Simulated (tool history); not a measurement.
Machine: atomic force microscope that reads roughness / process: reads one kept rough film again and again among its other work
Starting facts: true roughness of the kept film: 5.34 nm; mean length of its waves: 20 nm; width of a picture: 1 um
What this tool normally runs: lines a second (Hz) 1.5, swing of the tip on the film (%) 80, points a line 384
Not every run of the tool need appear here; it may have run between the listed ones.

| run | day | lines a second (Hz) | swing of the tip on the film (%) | points a line | roughness of the kept film (nm (root mean square)) |
|---|---|---|---|---|---|
| 1 | 0 | 1.5 | 80 | 384 | 3.032 |
| 2 | 1.358 | 0.94 | 80 | 384 | 3.174 |
| 3 | 2.654 | 0.94 | 80 | 384 | 3.136 |
| 4 | 5.121 | 0.94 | 80 | 384 | 3.147 |
| 5 | 7.642 | 0.94 | 80 | 384 | 3.17 |
| 6 | 9.812 | 0.94 | 80 | 384 | 3.188 |
| 7 | 12.017 | 0.94 | 80 | 384 | 3.174 |
| 8 | 13.121 | 1.51 | 80 | 384 | 3.024 |
| 9 | 14.312 | 1.51 | 80 | 384 | 3.01 |
| 10 | 15.975 | 1.51 | 80 | 384 | 3.015 |
| 11 | 17.433 | 1.47 | 71 | 384 | 3.142 |
| 12 | 18.592 | 1.67 | 82 | 427 | 2.946 |
| 13 | 20.604 | 0.92 | 72 | 314 | 3.229 |
| 14 | 23.204 | 0.98 | 79 | 384 | 3.171 |
| 15 | 25.204 | 1.5 | 80 | 316 | 2.984 |
| 16 | 27.221 | 1.42 | 74 | 257 | 3.068 |
| 17 | 29.117 | 0.75 | 61 | 325 | 3.331 |
| 18 | 30.904 | 0.75 | 61 | 325 | 3.342 |

Not shown: 3 entries that the log had between the listed runs. Between which runs, and how does the tool's hidden state differ before and after?
From run 5 to run 6: new tip fitted (day 8.896)
  radius of the tip, nm: 10.2 -> 10
  measured less the result without the state, roughness of the kept film (nm (root mean square)): -0.018 -> -0.002
From run 12 to run 13: new tip fitted (day 19.892)
  radius of the tip, nm: 10.2 -> 10; height scale over the true one, %: 0.01 -> 0.02
  measured less the result without the state, roughness of the kept film (nm (root mean square)): -0.017 -> +0
From run 17 to run 18: new tip fitted (day 30.904)
  radius of the tip, nm: 10.2 -> 10
  measured less the result without the state, roughness of the kept film (nm (root mean square)): -0.017 -> +0

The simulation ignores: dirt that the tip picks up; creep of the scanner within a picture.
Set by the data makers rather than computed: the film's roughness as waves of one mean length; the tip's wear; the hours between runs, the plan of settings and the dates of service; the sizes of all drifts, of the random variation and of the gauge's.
